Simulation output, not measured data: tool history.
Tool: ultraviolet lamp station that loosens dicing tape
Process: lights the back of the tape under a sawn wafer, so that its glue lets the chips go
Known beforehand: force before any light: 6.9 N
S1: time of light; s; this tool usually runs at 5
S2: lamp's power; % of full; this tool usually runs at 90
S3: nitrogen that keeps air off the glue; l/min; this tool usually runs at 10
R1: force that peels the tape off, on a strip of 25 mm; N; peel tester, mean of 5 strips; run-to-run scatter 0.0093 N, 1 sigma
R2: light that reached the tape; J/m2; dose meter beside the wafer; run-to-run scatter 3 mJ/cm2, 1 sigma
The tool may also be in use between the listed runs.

run	day	S1	S2	S3	R1	R2
1	0	5	90	10	0.583	3770
2	0.696	5	90	10	0.574	3710
3	1.312	5	90	10	0.602	3660
4	1.833	5	90	10	0.602	3650
5	2.354	4	90	10	0.978	2930
6	2.967	4	90	10	0.99	2890
7	3.612	4	90	10	0.988	2890
8	4.612	4	90	3	2.079	2890
9	5.396	5	90	8	0.776	3540
10	6.071	5	90	8	0.738	3550
11	6.742	5	90	10	0.678	3550
12	7.433	5	90	6	0.999	3460
13	7.996	5	90	6	1.011	3440
14	8.921	5	88	10	0.693	3350
15	9.562	5	88	10	0.731	3330
16	10.712	5	88	10	0.765	3340
17	11.5	5	88	10	0.773	3300
# day 12.175: window cleaned of glue's vapour
18	12.362	5	70	10	1.423	2340
19	13.05	5	90	10	0.958	2930
20	13.821	5	90	10	0.981	2950
21	14.75	5	90	10	0.957	2910
22	15.508	5	90	10	0.993	2830
23	16.425	5	82	10	1.255	2610
# day 16.842: window cleaned of glue's vapour, once more
24	17.008	10	83	3	0.347	7210
25	17.579	5	68	3	2.007	2910
26	18.392	3	67	3	3.148	1690
27	18.908	7	67	9	0.539	3960
28	20.058	7	90	10	0.244	5310
29	20.542	7	60	3	1.518	3530
30	21.008	2	67	3	4.37	1100
31	21.567	2	67	3	4.472	1120
32	22.062	5	87	18	0.4	3650
33	22.775	6	90	10	0.388	4410
34	23.462	2	90	3	3.663	1500
35	24.404	2	90	3	3.705	1480
36	25.162	9	90	11	0.147	6500
37	26.117	9	90	11	0.144	6470
38	27.058	6	71	5	1.166	3380
39	27.946	4	71	14	1.27	2220
40	28.462	2	79	7	3.287	1250
41	29.621	7	79	7	0.569	4280
42	30.467	7	79	5	0.737	4240
43	31.554	3	92	5	2.318	2140

Hidden state or all else? Some run-to-run changes of R1, split into what the settings, what came in and random variation would give without the hidden state, and what is left for the hidden state (with any gauge scatter that isn't in both results):
The tool's hidden condition here consists of: lamp's light, % of a new lamp's; light that the window lets through, % of a clean one's; drift of the gauge itself on peel_n, %; drift of the gauge itself on dose_mj_cm2, %.
Run 17 -> 18: S2 88 -> 70, window cleaned of glue's vapour. R1 +0.65 N: hidden state +0.374, all else +0.276.
Run 23 -> 24: S1 5 -> 10, S2 82 -> 83, S3 10 -> 3, window cleaned of glue's vapour, once more. R1 -0.908 N: hidden state -0.644, all else -0.264.
Run 31 -> 32: S1 2 -> 5, S2 67 -> 87, S3 3 -> 18. R1 -4.072 N: hidden state -0.225, all else -3.847.
Run 33 -> 34: S1 6 -> 2, S3 10 -> 3. R1 +3.275 N: hidden state +0.29, all else +2.985.
Run 35 -> 36: S1 2 -> 9, S3 3 -> 11. R1 -3.558 N: hidden state -0.407, all else -3.151.
